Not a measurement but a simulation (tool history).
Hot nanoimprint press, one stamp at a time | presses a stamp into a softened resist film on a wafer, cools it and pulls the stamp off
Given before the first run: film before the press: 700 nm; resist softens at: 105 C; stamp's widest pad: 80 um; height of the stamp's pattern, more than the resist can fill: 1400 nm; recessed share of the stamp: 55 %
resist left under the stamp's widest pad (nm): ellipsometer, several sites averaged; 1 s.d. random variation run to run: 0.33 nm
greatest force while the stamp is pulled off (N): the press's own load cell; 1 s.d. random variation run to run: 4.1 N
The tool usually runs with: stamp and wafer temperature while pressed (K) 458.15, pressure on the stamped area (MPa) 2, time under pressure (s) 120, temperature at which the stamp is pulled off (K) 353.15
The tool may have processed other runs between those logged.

run   hour  stamp and wafer temperature while pressed (K)  pressure on the stamped area (MPa)  time under pressure (s)  temperature at which the stamp is pulled off (K)  resist left under the stamp's widest pad (nm)  greatest force while the stamp is pulled off (N)
  1      0                                         458.15                                   2                      120                                            353.15                                          281.2                                               199
  2   16.1                                         458.15                                   2                      123                                            353.15                                          278.3                                               194
  3   24.6                                         461.15                                   2                      120                                            353.15                                            253                                               205
  4   41.9                                         450.15                                   2                      120                                            353.15                                          370.7                                               206
  5   58.1                                         450.15                                   2                      120                                            353.15                                          370.8                                               209
  6   74.4                                         458.15                                1.41                      120                                            353.15                                          334.2                                               211
  7   92.6                                         458.15                                1.41                      120                                            353.15                                          334.4                                               214
  8    110                                         458.15                                   2                      120                                            353.15                                          280.8                                               226
  9  124.9                                         458.15                                   2                      120                                            353.15                                          280.7                                               223
 10  133.5                                         458.15                                   2                      120                                            352.15                                          280.7                                               221
 11  151.1                                         458.15                                   2                      120                                            353.15                                          279.7                                               228
 12  164.1                                         458.15                                   2                       67                                            353.15                                          345.1                                               224
 13  180.4                                         458.15                                   2                       67                                            353.15                                          345.2                                               241
     184.7  -- plate thermocouple calibrated
 14  201.1                                         458.15                                   2                       67                                            353.15                                          340.2                                               234
 15  219.9                                         458.15                                   2                       67                                            353.15                                          340.7                                               241
     233.4  -- plate thermocouple calibrated, once more
 16  239.7                                         458.15                                   2                       67                                            353.15                                            350                                               250
 17    252                                         464.15                                1.75                       67                                            344.15                                          309.2                                               320
 18    271                                         464.15                                1.75                       67                                            344.15                                          309.3                                               328
 19  281.3                                         458.15                                   2                      120                                            357.15                                          285.5                                               230
 20  297.7                                         463.15                                   2                      120                                            356.15                                            240                                               248
 21    314                                         463.15                                   2                      120                                            356.15                                          239.8                                               243
 22  331.5                                         456.15                                   2                      120                                            341.15                                          305.5                                               372
 23  347.3                                         456.15                                   2                      120                                            341.15                                          305.4                                               369
 24  360.3                                         457.15                                1.73                      227                                            360.15                                          251.2                                               219
 25  377.2                                         463.15                                2.05                      205                                            353.15                                          192.2                                               283
 26  387.6                                         463.15                                2.05                      205                                            353.15                                            192                                               289
 27  397.9                                         463.15                                2.05                      205                                            353.15                                          192.2                                               284
 28  416.1                                         465.15                                2.05                      205                                            353.15                                          179.3                                               305
 29  429.7                                         458.15                                 1.8                      120                                            353.15                                          300.4                                               296

Per-run results on a tool with no hidden state, each run keeping its own random variation:
Hidden state present: true temperature over the reading, C; pressure that arrives at the usual setting, %; grip of the stamp's worn release coat, % over a new coat's; drift of the gauge itself on residual_nm, %; drift of the gauge itself on pull_off_n, %.
run  resist left under the stamp's widest pad (nm)  greatest force while the stamp is pulled off (N)
  1                                          284.5                                               201
  2                                          281.7                                               193
  3                                            256                                               202
  4                                          375.5                                               200
  5                                          375.7                                               199
  6                                          338.6                                               197
  7                                          338.9                                               196
  8                                          284.6                                               204
  9                                          284.5                                               198
 10                                          284.6                                               194
 11                                          283.6                                               198
 12                                          349.7                                               191
 13                                          349.8                                               202
 14                                          348.9                                               195
 15                                          349.5                                               197
 16                                          348.8                                               197
 17                                          308.3                                               248
 18                                          308.5                                               250
 19                                          284.6                                               175
 20                                          239.3                                               184
 21                                          239.1                                               179
 22                                          304.9                                               268
 23                                          304.8                                               262
 24                                            251                                               154
 25                                          191.8                                               196
 26                                          191.6                                               198
 27                                          191.9                                               194
 28                                            179                                               204
 29                                          300.5                                               196
